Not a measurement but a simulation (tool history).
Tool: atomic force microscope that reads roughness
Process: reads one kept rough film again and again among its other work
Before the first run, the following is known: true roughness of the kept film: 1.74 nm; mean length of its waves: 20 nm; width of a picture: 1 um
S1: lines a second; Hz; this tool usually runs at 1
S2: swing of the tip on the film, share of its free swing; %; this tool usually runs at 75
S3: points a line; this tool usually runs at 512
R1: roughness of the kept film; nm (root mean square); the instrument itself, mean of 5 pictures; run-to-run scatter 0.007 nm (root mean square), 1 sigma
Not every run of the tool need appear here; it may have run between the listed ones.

Run 1, hour 0: usual settings. Result: R1 1.169 nm (root mean square).
Run 2, hour 41.3: usual settings but S3 454. Result: R1 1.122 nm (root mean square).
Run 3, hour 75.5: usual settings but S3 454. Result: R1 1.076 nm (root mean square).
At hour 81.4: new tip fitted.
Run 4, hour 117.8: usual settings but S3 454. Result: R1 1.351 nm (root mean square).
Run 5, hour 177.2: usual settings but S3 454. Result: R1 1.247 nm (root mean square).
Run 6, hour 236.5: usual settings. Result: R1 1.163 nm (root mean square).
At hour 301.5: new tip fitted.
Run 7, hour 302.3: usual settings. Result: R1 1.413 nm (root mean square).
Run 8, hour 369.8: usual settings. Result: R1 1.295 nm (root mean square).
Run 9, hour 408.5: usual settings. Result: R1 1.236 nm (root mean square).
Run 10, hour 464.6: usual settings. Result: R1 1.146 nm (root mean square).
Run 11, hour 513.2: usual settings but S2 64 %. Result: R1 1.134 nm (root mean square).
At hour 522.6: new tip fitted.
Run 12, hour 560.7: usual settings but S1 0.9 Hz, S2 73 %, S3 1006. Result: R1 1.384 nm (root mean square).
Run 13, hour 601.5: usual settings but S1 0.9 Hz, S2 73 %, S3 431. Result: R1 1.279 nm (root mean square).
Run 14, hour 651.3: usual settings but S1 0.9 Hz, S2 73 %, S3 431. Result: R1 1.22 nm (root mean square).
Run 15, hour 692: usual settings but S1 0.73 Hz, S2 57 %, S3 621. Result: R1 1.225 nm (root mean square).
Run 16, hour 730.2: usual settings but S1 1.84 Hz, S2 62 %, S3 423. Result: R1 1.092 nm (root mean square).
At hour 742.6: new tip fitted.
Run 17, hour 760.7: usual settings but S2 63 %. Result: R1 1.441 nm (root mean square).
Run 18, hour 805.1: usual settings but S3 896. Result: R1 1.313 nm (root mean square).
Run 19, hour 844.1: usual settings but S2 87 %. Result: R1 1.171 nm (root mean square).
Run 20, hour 886.7: usual settings but S1 2.91 Hz, S2 71 %, S3 508. Result: R1 1.066 nm (root mean square).
Run 21, hour 936.7: usual settings but S2 59 %, S3 464. Result: R1 1.149 nm (root mean square).

How would selected steps in R1 from run to run divide? Give the signed amount a tool lacking its hidden state would still show from settings, what came in and random variation, and the signed amount left for the hidden state, including any gauge scatter that is not in both of the compared results.
Unlogged tool condition in this case: radius of the tip, nm; height scale over the true one, %; drift of the gauge itself on roughness_nm, %.
Run 3 -> 4: new tip fitted. R1 +0.275 nm (root mean square): hidden state +0.273, all else +0.002.
Run 16 -> 17: S1 1.84 -> 1, S2 62 -> 63, S3 423 -> 512, new tip fitted. R1 +0.349 nm (root mean square): hidden state +0.29, all else +0.059.
